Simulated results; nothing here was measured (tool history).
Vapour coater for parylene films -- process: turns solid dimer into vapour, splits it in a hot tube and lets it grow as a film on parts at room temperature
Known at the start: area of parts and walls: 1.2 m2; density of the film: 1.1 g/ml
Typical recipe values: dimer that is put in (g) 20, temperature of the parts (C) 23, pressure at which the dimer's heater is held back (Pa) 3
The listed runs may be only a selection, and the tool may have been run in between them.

| run | day | dimer that is put in (g) | temperature of the parts (C) | pressure at which the dimer's heater is held back (Pa) | thickness of the film (µm) |
|---|---|---|---|---|---|
| 1 | 0 | 20 | 23 | 3 | 10.76 |
| 2 | 2.504 | 20 | 23 | 2.63 | 10.91 |
| 3 | 4.462 | 20 | 23 | 2.63 | 10.74 |
| 4 | 7.046 | 20 | 23 | 2.63 | 10.73 |
| 5 | 9.638 | 20 | 28 | 3 | 9.86 |
| 6 | 12.512 | 20 | 28 | 3 | 9.4 |
| 7 | 14.025 | 20 | 23 | 3 | 10.47 |
| 8 | 16.358 | 20 | 19 | 3 | 11.22 |
| 9 | 18.429 | 20 | 19 | 3 | 10.99 |
| 10 | 20.158 | 20 | 19 | 3 | 10.97 |
| 11 | 21.879 | 20 | 23 | 3 | 10.18 |
| 12 | 24.821 | 20 | 23 | 3 | 10.34 |
| 13 | 27.246 | 20 | 23 | 3 | 10.34 |
| 14 | 30.096 | 20 | 23 | 3.44 | 10.16 |
| 15 | 31.446 | 20 | 23 | 10.58 | 9.08 |
| 16 | 34.404 | 20 | 23 | 10.58 | 9.12 |
| 17 | 36.988 | 20 | 23 | 10.58 | 9.05 |
| 18 | 38.354 | 20 | 23 | 10.58 | 8.88 |
|  | 39.808 | trap's valve overhauled |
| 19 | 40.654 | 20 | 23 | 3.52 | 11.06 |
| 20 | 42.175 | 20 | 23 | 3.52 | 10.87 |
| 21 | 44.792 | 20 | 23 | 3.52 | 11.07 |
| 22 | 47.8 | 20 | 23 | 3.52 | 11.02 |
| 23 | 50 | 20 | 23 | 3.52 | 10.89 |
| 24 | 52.017 | 20 | 23 | 3.52 | 10.92 |
| 25 | 53.417 | 20 | 23 | 3.52 | 10.94 |
| 26 | 55.35 | 21 | 33 | 2.07 | 9.97 |
| 27 | 57.2 | 21 | 33 | 2.07 | 9.91 |
| 28 | 59.342 | 18 | 17 | 4.81 | 10.51 |
| 29 | 62.004 | 18 | 17 | 4.81 | 10.45 |
| 30 | 63.517 | 20 | 30 | 3.55 | 9.4 |
| 31 | 65.229 | 26 | 34 | 5.45 | 11.05 |
| 32 | 66.646 | 21 | 23 | 3.07 | 11.26 |
| 33 | 69.662 | 11 | 19 | 7.62 | 5.83 |
| 34 | 72.058 | 20 | 26 | 7.62 | 9.39 |
| 35 | 74.525 | 12 | 23 | 11.97 | 5.68 |
| 36 | 76.717 | 14 | 23 | 3.91 | 7.19 |
| 37 | 79.329 | 11 | 23 | 4.33 | 5.56 |
| 38 | 80.933 | 11 | 23 | 4.33 | 5.56 |
| 39 | 82.633 | 11 | 23 | 4.33 | 5.5 |
| 40 | 84.954 | 11 | 23 | 4.33 | 5.56 |
| 41 | 87.804 | 11 | 23 | 7.77 | 5.32 |
| 42 | 89.162 | 11 | 28 | 3 | 5.19 |
| 43 | 91.138 | 12 | 33 | 2.16 | 5.36 |
| 44 | 92.654 | 34 | 20 | 2.18 | 19 |

For run 45, what comes out?
| 45 | 93.967 | 12 | 20 | 3.58 | ? |

{"run 45": {"thickness of the film (µm)": 6.4}}
The same run, on a tool lacking any hidden state, would have yielded thickness of the film (µm) 6.95.
